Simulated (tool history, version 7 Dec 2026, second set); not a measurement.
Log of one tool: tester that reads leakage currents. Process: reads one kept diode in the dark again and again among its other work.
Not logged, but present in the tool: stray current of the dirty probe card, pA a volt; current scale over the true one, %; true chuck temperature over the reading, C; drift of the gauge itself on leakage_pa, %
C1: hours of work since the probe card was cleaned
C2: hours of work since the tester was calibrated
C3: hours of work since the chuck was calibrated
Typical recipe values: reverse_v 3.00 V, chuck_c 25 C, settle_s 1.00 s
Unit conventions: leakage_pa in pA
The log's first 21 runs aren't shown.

Run 22, hour 635.2: usual settings but reverse_v 3.27 V, chuck_c 55 C; C1 521; C2 707; C3 422. Result: leakage_pa 678.80 pA.
Run 23, hour 664.7: usual settings but reverse_v 3.27 V, chuck_c 56 C, settle_s 0.68 s; C1 542; C2 727; C3 442. Result: leakage_pa 731.66 pA.
Run 24, hour 684.9: usual settings but reverse_v 5.79 V, chuck_c 57 C; C1 556; C2 741; C3 456. Result: leakage_pa 967.94 pA.
Run 25, hour 704.5: usual settings but reverse_v 5.79 V, chuck_c 57 C; C1 569; C2 755; C3 470. Result: leakage_pa 970.80 pA.
Run 26, hour 735.2: usual settings but chuck_c 35 C, settle_s 3.17 s; C1 591; C2 776; C3 491. Result: leakage_pa 119.63 pA.
Run 27, hour 779.7: usual settings but reverse_v 15.10 V, chuck_c 60 C, settle_s 0.41 s; C1 622; C2 807; C3 523. Result: leakage_pa 1705.14 pA.
Run 28, hour 824.2: usual settings but reverse_v 15.10 V, chuck_c 60 C, settle_s 0.41 s; C1 653; C2 838; C3 554. Result: leakage_pa 1705.76 pA.
Run 29, hour 865.8: usual settings but reverse_v 17.24 V, chuck_c 20 C, settle_s 6.36 s; C1 682; C2 868; C3 583. Result: leakage_pa 52.54 pA.
Run 30, hour 906.0: usual settings but reverse_v 7.47 V, settle_s 0.46 s; C1 710; C2 896; C3 611. Result: leakage_pa 65.19 pA.
Run 31, hour 939.7: usual settings but reverse_v 7.47 V, settle_s 0.46 s; C1 734; C2 919; C3 634. Result: leakage_pa 64.88 pA.
Run 32, hour 972.1: usual settings but reverse_v 7.47 V, chuck_c 29 C, settle_s 0.46 s; C1 756; C2 942; C3 657. Result: leakage_pa 94.65 pA.
Run 33, hour 1008.2: usual settings but reverse_v 14.60 V, chuck_c 59 C, settle_s 0.92 s; C1 781; C2 967; C3 682. Result: leakage_pa 1546.92 pA.

Alternative continuations, all from the tool just after run 33; predict every row:
Run A, hour 1040.3: usual settings but reverse_v 1.37 V, chuck_c 29 C, settle_s 7.22 s; C1 804; C2 989; C3 704. Result: leakage_pa ?.
Run B, hour 1040.3: usual settings but settle_s 4.40 s; C1 804; C2 989; C3 704. Result: leakage_pa ?.
Run C, hour 1040.3: usual settings but reverse_v 1.97 V, chuck_c 29 C, settle_s 1.31 s; C1 804; C2 989; C3 704. Result: leakage_pa ?.
Run D, hour 1040.3: usual settings but chuck_c 60 C, settle_s 1.99 s; C1 804; C2 989; C3 704. Result: leakage_pa ?.

run  leakage_pa
  A       52.51
  B       46.79
  C       59.61
  D      980.90
The same runs, with their run-to-run variation unchanged, on a tool lacking any hidden condition would have given:
run  leakage_pa
  A       52.56
  B       46.83
  C       59.67
  D      981.76

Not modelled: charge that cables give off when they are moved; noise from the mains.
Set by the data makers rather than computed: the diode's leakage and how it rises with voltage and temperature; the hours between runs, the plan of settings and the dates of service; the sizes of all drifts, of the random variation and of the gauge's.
